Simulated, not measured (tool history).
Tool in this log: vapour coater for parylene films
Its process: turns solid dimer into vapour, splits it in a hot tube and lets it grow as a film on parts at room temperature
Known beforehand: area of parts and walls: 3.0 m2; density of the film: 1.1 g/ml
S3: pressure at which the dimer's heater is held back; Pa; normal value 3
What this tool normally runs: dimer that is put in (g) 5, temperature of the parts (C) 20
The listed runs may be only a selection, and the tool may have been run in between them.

run 1 hour=0 | dimer_that_is_put_in_(g)=5 temperature_of_the_parts_(C)=20 S3=3 | thickness_of_the_film_(µm)=1.24
run 2 hour=47.9 | dimer_that_is_put_in_(g)=5 temperature_of_the_parts_(C)=20 S3=3 | thickness_of_the_film_(µm)=1.21
run 3 hour=94.1 | dimer_that_is_put_in_(g)=5 temperature_of_the_parts_(C)=20 S3=3 | thickness_of_the_film_(µm)=1.22
run 4 hour=146.7 | dimer_that_is_put_in_(g)=5 temperature_of_the_parts_(C)=24 S3=3 | thickness_of_the_film_(µm)=1.08
run 5 hour=195.9 | dimer_that_is_put_in_(g)=2 temperature_of_the_parts_(C)=20 S3=3 | thickness_of_the_film_(µm)=0.52
run 6 hour=235.6 | dimer_that_is_put_in_(g)=2 temperature_of_the_parts_(C)=20 S3=3 | thickness_of_the_film_(µm)=0.48
run 7 hour=272.7 | dimer_that_is_put_in_(g)=2 temperature_of_the_parts_(C)=20 S3=3 | thickness_of_the_film_(µm)=0.5
run 8 hour=299.4 | dimer_that_is_put_in_(g)=2 temperature_of_the_parts_(C)=20 S3=3 | thickness_of_the_film_(µm)=0.48
run 9 hour=347.8 | dimer_that_is_put_in_(g)=2 temperature_of_the_parts_(C)=20 S3=3 | thickness_of_the_film_(µm)=0.5
run 10 hour=394.7 | dimer_that_is_put_in_(g)=2 temperature_of_the_parts_(C)=20 S3=3 | thickness_of_the_film_(µm)=0.55
run 11 hour=426.7 | dimer_that_is_put_in_(g)=2 temperature_of_the_parts_(C)=20 S3=3 | thickness_of_the_film_(µm)=0.46
run 12 hour=466.1 | dimer_that_is_put_in_(g)=5 temperature_of_the_parts_(C)=20 S3=3 | thickness_of_the_film_(µm)=1.2
run 13 hour=505.3 | dimer_that_is_put_in_(g)=5 temperature_of_the_parts_(C)=16 S3=3 | thickness_of_the_film_(µm)=1.43
run 14 hour=533 | dimer_that_is_put_in_(g)=4 temperature_of_the_parts_(C)=20 S3=3 | thickness_of_the_film_(µm)=0.99
run 15 hour=573.4 | dimer_that_is_put_in_(g)=5 temperature_of_the_parts_(C)=20 S3=3 | thickness_of_the_film_(µm)=1.25
run 16 hour=619.3 | dimer_that_is_put_in_(g)=5 temperature_of_the_parts_(C)=20 S3=3 | thickness_of_the_film_(µm)=1.25
run 17 hour=672.9 | dimer_that_is_put_in_(g)=4 temperature_of_the_parts_(C)=20 S3=3 | thickness_of_the_film_(µm)=0.98
run 18 hour=715.2 | dimer_that_is_put_in_(g)=4 temperature_of_the_parts_(C)=20 S3=3 | thickness_of_the_film_(µm)=1.04
run 19 hour=737.8 | dimer_that_is_put_in_(g)=5 temperature_of_the_parts_(C)=20 S3=3 | thickness_of_the_film_(µm)=1.2
run 20 hour=767.9 | dimer_that_is_put_in_(g)=5 temperature_of_the_parts_(C)=20 S3=3 | thickness_of_the_film_(µm)=1.23
run 21 hour=805.9 | dimer_that_is_put_in_(g)=5 temperature_of_the_parts_(C)=20 S3=3 | thickness_of_the_film_(µm)=1.26
run 22 hour=829.3 | dimer_that_is_put_in_(g)=5 temperature_of_the_parts_(C)=20 S3=3 | thickness_of_the_film_(µm)=1.22
run 23 hour=878.6 | dimer_that_is_put_in_(g)=5 temperature_of_the_parts_(C)=20 S3=3 | thickness_of_the_film_(µm)=1.22
run 24 hour=905.3 | dimer_that_is_put_in_(g)=5 temperature_of_the_parts_(C)=20 S3=3 | thickness_of_the_film_(µm)=1.24
run 25 hour=948.7 | dimer_that_is_put_in_(g)=5 temperature_of_the_parts_(C)=15 S3=3 | thickness_of_the_film_(µm)=1.43
run 26 hour=996.3 | dimer_that_is_put_in_(g)=5 temperature_of_the_parts_(C)=17 S3=2.77 | thickness_of_the_film_(µm)=1.4
run 27 hour=1046.3 | dimer_that_is_put_in_(g)=5 temperature_of_the_parts_(C)=17 S3=2.77 | thickness_of_the_film_(µm)=1.33
run 28 hour=1092.2 | dimer_that_is_put_in_(g)=5 temperature_of_the_parts_(C)=20 S3=3.89 | thickness_of_the_film_(µm)=1.18
run 29 hour=1126.3 | dimer_that_is_put_in_(g)=6 temperature_of_the_parts_(C)=23 S3=7.18 | thickness_of_the_film_(µm)=1.23
run 30 hour=1179.7 | dimer_that_is_put_in_(g)=3 temperature_of_the_parts_(C)=24 S3=3 | thickness_of_the_film_(µm)=0.67
run 31 hour=1214.5 | dimer_that_is_put_in_(g)=3 temperature_of_the_parts_(C)=24 S3=3 | thickness_of_the_film_(µm)=0.65
run 32 hour=1251.8 | dimer_that_is_put_in_(g)=5 temperature_of_the_parts_(C)=14 S3=2.79 | thickness_of_the_film_(µm)=1.49
run 33 hour=1280 | dimer_that_is_put_in_(g)=7 temperature_of_the_parts_(C)=20 S3=3 | thickness_of_the_film_(µm)=1.75
run 34 hour=1323.7 | dimer_that_is_put_in_(g)=7 temperature_of_the_parts_(C)=20 S3=3 | thickness_of_the_film_(µm)=1.7
run 35 hour=1347.1 | dimer_that_is_put_in_(g)=7 temperature_of_the_parts_(C)=20 S3=3 | thickness_of_the_film_(µm)=1.68
run 36 hour=1396.9 | dimer_that_is_put_in_(g)=7 temperature_of_the_parts_(C)=20 S3=3 | thickness_of_the_film_(µm)=1.72
run 37 hour=1421.8 | dimer_that_is_put_in_(g)=4 temperature_of_the_parts_(C)=20 S3=11.48 | thickness_of_the_film_(µm)=0.86
run 38 hour=1461.8 | dimer_that_is_put_in_(g)=4 temperature_of_the_parts_(C)=20 S3=3.47 | thickness_of_the_film_(µm)=0.95
run 39 hour=1511.1 | dimer_that_is_put_in_(g)=4 temperature_of_the_parts_(C)=20 S3=3.47 | thickness_of_the_film_(µm)=0.97
run 40 hour=1533.5 | dimer_that_is_put_in_(g)=7 temperature_of_the_parts_(C)=20 S3=3.47 | thickness_of_the_film_(µm)=1.75
run 41 hour=1573.6 | dimer_that_is_put_in_(g)=5 temperature_of_the_parts_(C)=28 S3=7.13 | thickness_of_the_film_(µm)=0.89
run 42 hour=1620.1 | dimer_that_is_put_in_(g)=3 temperature_of_the_parts_(C)=23 S3=3 | thickness_of_the_film_(µm)=0.72
run 43 hour=1647.2 | dimer_that_is_put_in_(g)=3 temperature_of_the_parts_(C)=23 S3=7.02 | thickness_of_the_film_(µm)=0.67
run 44 hour=1682.1 | dimer_that_is_put_in_(g)=3 temperature_of_the_parts_(C)=23 S3=4.37 | thickness_of_the_film_(µm)=0.66
run 45 hour=1713.2 | dimer_that_is_put_in_(g)=3 temperature_of_the_parts_(C)=23 S3=4.37 | thickness_of_the_film_(µm)=0.66
run 46 hour=1743.9 | dimer_that_is_put_in_(g)=3 temperature_of_the_parts_(C)=23 S3=4.37 | thickness_of_the_film_(µm)=0.64

Put back what was entered between runs (2 entries, withheld): which listed runs does each sit between, and how does the hidden state differ from the listed run before to the listed run after?
Runs 12 to 13: trap's valve overhauled (hour 477)
  vapour lost through the trap's worn valve, %: 1.1 -> 0.1
Runs 41 to 42: trap's valve overhauled (hour 1618.5)
  vapour lost through the trap's worn valve, %: 1.1 -> 0
